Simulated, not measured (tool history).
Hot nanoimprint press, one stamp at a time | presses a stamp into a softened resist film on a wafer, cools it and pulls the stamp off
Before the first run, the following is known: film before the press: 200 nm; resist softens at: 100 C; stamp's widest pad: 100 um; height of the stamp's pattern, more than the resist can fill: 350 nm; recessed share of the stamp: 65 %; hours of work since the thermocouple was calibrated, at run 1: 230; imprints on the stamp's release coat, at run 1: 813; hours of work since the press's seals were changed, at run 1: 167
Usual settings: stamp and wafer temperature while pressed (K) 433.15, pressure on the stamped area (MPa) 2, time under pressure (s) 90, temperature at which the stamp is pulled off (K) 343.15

run    day  stamp and wafer temperature while pressed (K)  pressure on the stamped area (MPa)  time under pressure (s)  temperature at which the stamp is pulled off (K)  hours of work since the thermocouple was calibrated  imprints on the stamp's release coat  hours of work since the press's seals were changed  resist left under the stamp's widest pad (nm)  greatest force while the stamp is pulled off (N)
  1      0                                         433.15                                   2                       90                                            343.15                                                  230                                   813                                                 167                                          110.5                                               210
  2  0.358                                         433.15                                   2                       90                                            343.15                                                  235                                   833                                                 173                                          110.4                                               203
  3  0.567                                         433.15                                   2                       90                                            343.15                                                  239                                   845                                                 176                                          110.7                                               201
  4  0.871                                         433.15                                   2                       90                                            343.15                                                  244                                   863                                                 181                                          110.4                                               206
  5  1.117                                         433.15                                   2                       90                                            343.15                                                  248                                   877                                                 185                                            110                                               205
  6  1.533                                         433.15                                   2                       90                                            343.15                                                  254                                   901                                                 192                                          110.7                                               201
  7  1.942                                         433.15                                   2                       90                                            343.15                                                  261                                   924                                                 198                                          110.7                                               209
  8  2.225                                         433.15                                   2                       90                                            343.15                                                  266                                   941                                                 203                                          110.8                                               205
     2.383  -- plate thermocouple calibrated
  9  2.592                                         433.15                                   2                       90                                            343.15                                                    3                                   955                                                 207                                          110.4                                               199
 10  3.008                                         433.15                                   2                       90                                            343.15                                                   10                                   978                                                 214                                          110.4                                               200
 11  3.329                                         433.15                                   2                       62                                            343.15                                                   15                                   997                                                 219                                          123.8                                               200
 12  3.662                                         433.15                                   2                       90                                            343.15                                                   21                                  1016                                                 224                                          110.6                                               205
 13  4.054                                         433.15                                   2                       90                                            343.15                                                   27                                  1039                                                 231                                          110.3                                               202
 14  4.462                                         433.15                                   2                       90                                            343.15                                                   34                                  1062                                                 237                                          110.7                                               200
 15  4.858                                         433.15                                   2                       90                                            343.15                                                   40                                  1085                                                 244                                          109.9                                               206
 16  5.062                                         433.15                                   2                       90                                            343.15                                                   43                                  1096                                                 247                                          110.5                                               206
 17  5.408                                         433.15                                   2                       90                                            343.15                                                   49                                  1116                                                 253                                          110.6                                               207
 18  5.708                                         442.15                                2.02                      112                                            338.15                                                   54                                  1134                                                 258                                           74.8                                               230
 19  5.992                                         442.15                                2.02                      112                                            338.15                                                   59                                  1150                                                 262                                           75.1                                               221
 20  6.383                                         442.15                                2.02                      112                                            338.15                                                   65                                  1173                                                 268                                           75.5                                               224

The next listed run, before its measurement:
 21  6.65                                         442.15                                2.02                      112                                            338.15                                                   69                                  1188                                                 273                                              ?                                                 ?

{"run 21": {"resist left under the stamp's widest pad (nm)": 75.2, "greatest force while the stamp is pulled off (N)": 211}}
Minus the tool's unlogged condition, the same run would have read resist left under the stamp's widest pad (nm) 75.2, greatest force while the stamp is pulled off (N) 209.
